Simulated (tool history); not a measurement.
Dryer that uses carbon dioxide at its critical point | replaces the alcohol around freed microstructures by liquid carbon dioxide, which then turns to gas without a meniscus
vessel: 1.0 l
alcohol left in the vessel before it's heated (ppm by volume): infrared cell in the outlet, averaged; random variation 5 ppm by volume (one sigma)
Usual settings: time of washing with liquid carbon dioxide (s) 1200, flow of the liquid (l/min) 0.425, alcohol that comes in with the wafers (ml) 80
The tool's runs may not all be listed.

run   hour  time of washing with liquid carbon dioxide (s)  flow of the liquid (l/min)  alcohol that comes in with the wafers (ml)  alcohol left in the vessel before it's heated (ppm by volume)
  1      0                                            1200                       0.425                                          80                                                             43
  2    9.9                                            1200                       0.425                                          80                                                             36
  3   25.3                                            1200                       0.425                                          80                                                             59
  4   35.6                                            1200                       0.425                                          80                                                             48
  5   46.1                                            1200                       0.425                                          80                                                             50
  6   60.5                                            1080                       0.425                                          80                                                             96
  7     70                                            1080                       0.425                                          80                                                             98
  8   77.7                                            1080                       0.425                                          80                                                            111
  9   90.6                                            1500                       0.425                                          80                                                             19
 10  103.1                                            1560                       0.425                                          80                                                             23
 11  114.8                                            1560                       0.425                                          87                                                             19
 12  127.4                                            1560                       0.425                                          87                                                             17
 13  139.5                                            1200                       0.425                                          91                                                             65
 14  146.2                                            1200                       0.425                                          80                                                             63
 15  161.1                                            1740                       0.425                                          80                                                             18
 16  174.9                                            1740                       0.425                                          80                                                             21
 17  187.8                                            1740                       0.425                                          80                                                             18
 18  199.4                                            1200                       0.425                                          80                                                             66
 19  215.6                                            1200                       0.527                                          80                                                             27
 20  230.9                                            1200                       0.527                                          80                                                             25
 21  245.3                                            1200                       0.527                                          80                                                             37
 22  255.6                                            1200                       0.425                                          80                                                             71
 23  268.1                                            1200                       0.425                                          80                                                             72
 24  275.7                                            1200                       0.425                                          80                                                             75
 25    286                                             900                       0.425                                          80                                                            347
 26  299.1                                             900                       0.425                                          80                                                            357
 27  314.7                                             720                       0.297                                          21                                                           1008
 28  322.8                                             720                       0.297                                          21                                                            992
 29  337.1                                             840                       0.425                                          42                                                            281
 30    348                                             840                       0.425                                          42                                                            295
 31  359.9                                             840                       0.425                                          42                                                            288
 32  376.4                                             840                       0.425                                          42                                                            297
 33  390.4                                            1200                       0.327                                          35                                                            154
 34  405.4                                            1200                       0.327                                          35                                                            168
 35  417.2                                            1200                       0.271                                          34                                                            357
 36  431.7                                             840                       0.255                                          26                                                           1290
 37  446.5                                            1200                       0.295                                          30                                                            237
 38  456.9                                            1200                       0.295                                          30                                                            233
 39  466.8                                            1200                       0.626                                          30                                                             27
 40  480.1                                            1680                       0.371                                          30                                                             36
 41  488.2                                            1680                       0.371                                          30                                                             35
 42  503.1                                            1020                       0.425                                          27                                                            106
 43  519.6                                            1200                       0.283                                          80                                                            758
 44    535                                            1200                       0.283                                          80                                                            760
 45  542.5                                             720                       0.283                                          81                                                           4908
 46    553                                             720                       0.283                                          81                                                           4994
     558.2  -- inlet filter changed
 47  566.6                                             960                       0.264                                          39                                                            845

3 ways to go on from here, each from the tool as it stands after run 47. What would each give?
  A   577                                            1860                       0.397                                          39                                                              ?
  B   577                                             720                       0.425                                          28                                                              ?
  C   577                                            1860                       0.425                                          80                                                              ?

run  alcohol left in the vessel before it's heated (ppm by volume)
  A                                                             35
  B                                                            309
  C                                                             35
Without the tool's hidden state the same runs would have given:
run  alcohol left in the vessel before it's heated (ppm by volume)
  A                                                              5
  B                                                            270
  C                                                              5
